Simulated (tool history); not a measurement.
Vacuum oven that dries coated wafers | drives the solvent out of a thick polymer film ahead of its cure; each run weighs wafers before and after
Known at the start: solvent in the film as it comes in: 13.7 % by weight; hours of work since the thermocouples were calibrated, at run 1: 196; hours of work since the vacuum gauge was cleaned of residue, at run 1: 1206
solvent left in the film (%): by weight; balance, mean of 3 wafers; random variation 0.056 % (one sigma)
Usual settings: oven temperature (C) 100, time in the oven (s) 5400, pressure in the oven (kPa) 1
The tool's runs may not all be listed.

run	hour	oven temperature (C)	time in the oven (s)	pressure in the oven (kPa)	hours of work since the thermocouples were calibrated	hours of work since the vacuum gauge was cleaned of residue	solvent left in the film (%)
1	0	100	5400	1	196	1206	3.05
2	30.1	100	5400	1	212	1222	3.14
3	58	100	5400	1	227	1237	3.17
4	91.3	100	5400	1	245	1255	3.14
5	150.1	100	5400	1	277	1287	3.17
6	204	100	5400	0.74	306	1316	2.71
7	261.4	100	5400	0.74	337	1347	2.79
8	309.5	100	7920	1	363	1373	2.59
9	361.5	100	5400	1	391	1401	3.14
10	395	100	5400	1	409	1419	3.15
11	430.9	100	5400	1	429	1439	3.18
12	472.3	100	5400	1	451	1461	3.18
13	520.3	100	5400	1	477	1487	3.17
14	554.7	100	5400	3.47	496	1506	6.57
15	613.3	100	5400	3.47	527	1537	6.41
# hour 620.3: oven's thermocouples calibrated
16	673.3	85	5400	3.47	29	1569	11.11
17	713.5	85	5400	3.47	50	1590	11.19
18	768.2	85	5400	3.47	80	1620	11.5
# hour 806.8: oven's thermocouples calibrated, once more
19	810	85	2940	3.47	2	1641	12.36
20	857.3	100	5400	1	27	1667	3.57
21	891.9	100	5400	1	46	1686	3.63
22	944.7	100	5400	1	75	1714	3.51
23	1000.7	100	5400	1	105	1744	3.5
24	1038	100	5400	1	125	1765	3.51
25	1079.4	100	5400	1	147	1787	3.46
26	1123.2	100	5400	1	171	1811	3.61
27	1159.3	100	5400	1	190	1830	3.57
28	1188.1	100	5400	1	206	1846	3.63
29	1225.5	93	5400	2.38	226	1866	7.6
30	1268.4	93	5400	2.38	249	1889	7.68
31	1296.8	106	3540	2.12	265	1904	4.42
32	1332.8	100	5400	2.29	284	1924	5.23
33	1389.7	113	4500	2.17	315	1955	2.78
34	1421.4	100	7380	1	332	1972	3.06
35	1475.6	89	3120	2.12	361	2001	9.54
36	1515.9	89	3120	2.12	383	2023	9.7
37	1541.6	100	4860	1.84	397	2037	4.85
38	1584.8	100	5580	1.84	420	2060	4.72
39	1641.7	100	5580	1.84	451	2091	4.65
40	1679.2	97	3060	1.84	471	2111	7.08
41	1728	100	3540	1.02	498	2137	4.58
42	1753	100	3540	1.02	511	2151	4.55
43	1798.1	111	5400	1	535	2175	1.78
44	1829.7	111	5400	1	552	2192	1.92
45	1877	100	4260	1	578	2218	4.1
46	1931.4	101	3060	1	607	2247	4.72

Hidden state or all else? Some run-to-run changes of solvent left in the film (%), split into what the settings, what came in and random variation would give without the hidden state, and what is left for the hidden state (with any gauge scatter that isn't in both results):
The hidden state here: true wafer temperature over the reading, C; true pressure over the reading, kPa; drift of the gauge itself on solvent_pct, %.
Run 18 -> 19: time in the oven (s) 5400 -> 2940, oven's thermocouples calibrated, once more. solvent left in the film (%) +0.86: hidden state +0.43, all else +0.43.
Run 19 -> 20: oven temperature (C) 85 -> 100, time in the oven (s) 2940 -> 5400, pressure in the oven (kPa) 3.47 -> 1. solvent left in the film (%) -8.79: hidden state +0.1, all else -8.89.
Run 30 -> 31: oven temperature (C) 93 -> 106, time in the oven (s) 5400 -> 3540, pressure in the oven (kPa) 2.38 -> 2.12. solvent left in the film (%) -3.26: hidden state -0.28, all else -2.98.
Run 33 -> 34: oven temperature (C) 113 -> 100, time in the oven (s) 4500 -> 7380, pressure in the oven (kPa) 2.17 -> 1. solvent left in the film (%) +0.28: hidden state +0.37, all else -0.09.
Run 34 -> 35: oven temperature (C) 100 -> 89, time in the oven (s) 7380 -> 3120, pressure in the oven (kPa) 1 -> 2.12. solvent left in the film (%) +6.48: hidden state -0.25, all else +6.73.
Run 36 -> 37: oven temperature (C) 89 -> 100, time in the oven (s) 3120 -> 4860, pressure in the oven (kPa) 2.12 -> 1.84. solvent left in the film (%) -4.85: hidden state +0.1, all else -4.95.
